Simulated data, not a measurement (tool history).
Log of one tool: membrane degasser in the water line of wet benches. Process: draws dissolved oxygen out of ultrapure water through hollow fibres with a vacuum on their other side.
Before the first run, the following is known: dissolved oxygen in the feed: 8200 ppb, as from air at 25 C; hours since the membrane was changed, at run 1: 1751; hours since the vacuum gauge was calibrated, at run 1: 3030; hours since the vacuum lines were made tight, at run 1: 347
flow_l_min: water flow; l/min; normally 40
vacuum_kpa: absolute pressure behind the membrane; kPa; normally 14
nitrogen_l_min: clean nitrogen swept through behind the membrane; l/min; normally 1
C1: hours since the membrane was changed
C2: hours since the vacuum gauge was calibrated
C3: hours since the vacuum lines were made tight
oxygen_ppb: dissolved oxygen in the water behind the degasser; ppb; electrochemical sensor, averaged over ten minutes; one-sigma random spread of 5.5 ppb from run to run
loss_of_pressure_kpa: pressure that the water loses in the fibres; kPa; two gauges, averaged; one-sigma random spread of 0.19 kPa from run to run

Run 1, hour 0: usual settings; C1 1751; C2 3030; C3 347. Result: oxygen_ppb 993.6 ppb, loss_of_pressure_kpa 40.94 kPa.
Run 2, hour 24.1: usual settings but vacuum_kpa 27.3 kPa; C1 1775; C2 3054; C3 371. Result: oxygen_ppb 1783.2 ppb, loss_of_pressure_kpa 40.88 kPa.
Run 3, hour 63.6: usual settings; C1 1815; C2 3094; C3 411. Result: oxygen_ppb 1001.9 ppb, loss_of_pressure_kpa 40.84 kPa.
Run 4, hour 85.8: usual settings; C1 1837; C2 3116; C3 433. Result: oxygen_ppb 997.3 ppb, loss_of_pressure_kpa 40.6 kPa.
Run 5, hour 115.7: usual settings; C1 1867; C2 3146; C3 463. Result: oxygen_ppb 996.2 ppb, loss_of_pressure_kpa 40.69 kPa.
Run 6, hour 152.2: usual settings; C1 1903; C2 3182; C3 500. Result: oxygen_ppb 1011 ppb, loss_of_pressure_kpa 40.61 kPa.
Run 7, hour 180.9: usual settings; C1 1932; C2 3211; C3 528. Result: oxygen_ppb 1002 ppb, loss_of_pressure_kpa 40.77 kPa.
Run 8, hour 212.7: usual settings but vacuum_kpa 13 kPa; C1 1964; C2 3243; C3 560. Result: oxygen_ppb 931.4 ppb, loss_of_pressure_kpa 40.46 kPa.
Run 9, hour 248.9: usual settings but vacuum_kpa 13 kPa; C1 2000; C2 3279; C3 596. Result: oxygen_ppb 932.1 ppb, loss_of_pressure_kpa 40.59 kPa.
Run 10, hour 279.9: usual settings but flow_l_min 36 l/min, vacuum_kpa 16.8 kPa; C1 2031; C2 3310; C3 627. Result: oxygen_ppb 1057.5 ppb, loss_of_pressure_kpa 36.24 kPa.
Run 11, hour 317.6: usual settings but nitrogen_l_min 1.09 l/min; C1 2069; C2 3348; C3 665. Result: oxygen_ppb 952.9 ppb, loss_of_pressure_kpa 40.97 kPa.
Run 12, hour 344.8: usual settings but nitrogen_l_min 1.09 l/min; C1 2096; C2 3375; C3 692. Result: oxygen_ppb 951.3 ppb, loss_of_pressure_kpa 40.49 kPa.
Run 13, hour 364.6: usual settings but flow_l_min 42 l/min, vacuum_kpa 14.8 kPa; C1 2116; C2 3395; C3 712. Result: oxygen_ppb 1099.3 ppb, loss_of_pressure_kpa 42.6 kPa.
Run 14, hour 409.6: usual settings but flow_l_min 43 l/min, nitrogen_l_min 0.79 l/min; C1 2161; C2 3440; C3 757. Result: oxygen_ppb 1205.3 ppb, loss_of_pressure_kpa 43.38 kPa.
Run 15, hour 436: usual settings but flow_l_min 43 l/min, nitrogen_l_min 0.79 l/min; C1 2187; C2 3466; C3 783. Result: oxygen_ppb 1231.2 ppb, loss_of_pressure_kpa 43.44 kPa.
Run 16, hour 461.6: usual settings but flow_l_min 30 l/min; C1 2213; C2 3492; C3 809. Result: oxygen_ppb 750.9 ppb, loss_of_pressure_kpa 30.76 kPa.
Run 17, hour 483: usual settings but flow_l_min 30 l/min; C1 2234; C2 3513; C3 830. Result: oxygen_ppb 745.8 ppb, loss_of_pressure_kpa 30.58 kPa.

5 options for the next run, each taken on its own from the tool as it stands now. Forecast them:
Run A, hour 510.6: usual settings but vacuum_kpa 31.4 kPa; C1 2262; C2 3541; C3 858. Result: oxygen_ppb ?, loss_of_pressure_kpa ?.
Run B, hour 510.6: usual settings but flow_l_min 30 l/min, vacuum_kpa 15.5 kPa, nitrogen_l_min 0.64 l/min; C1 2262; C2 3541; C3 858. Result: oxygen_ppb ?, loss_of_pressure_kpa ?.
Run C, hour 510.6: usual settings but flow_l_min 30 l/min, vacuum_kpa 21.8 kPa, nitrogen_l_min 1.22 l/min; C1 2262; C2 3541; C3 858. Result: oxygen_ppb ?, loss_of_pressure_kpa ?.
Run D, hour 510.6: usual settings but flow_l_min 24 l/min, vacuum_kpa 15.3 kPa, nitrogen_l_min 0.59 l/min; C1 2262; C2 3541; C3 858. Result: oxygen_ppb ?, loss_of_pressure_kpa ?.
Run E, hour 510.6: usual settings but flow_l_min 30 l/min, vacuum_kpa 13.3 kPa, nitrogen_l_min 2.13 l/min; C1 2262; C2 3541; C3 858. Result: oxygen_ppb ?, loss_of_pressure_kpa ?.

run  oxygen_ppb  loss_of_pressure_kpa
  A      2014.6                  40.5
  B      1110.7                 30.66
  C       998.9                 30.48
  D       962.2                 24.51
  E       430.9                 30.26
With no hidden state in the tool, these same runs would have given:
run  oxygen_ppb  loss_of_pressure_kpa
  A      1994.1                 39.85
  B        1090                 30.17
  C       981.8                    30
  D       944.1                 24.13
  E       416.6                 29.78
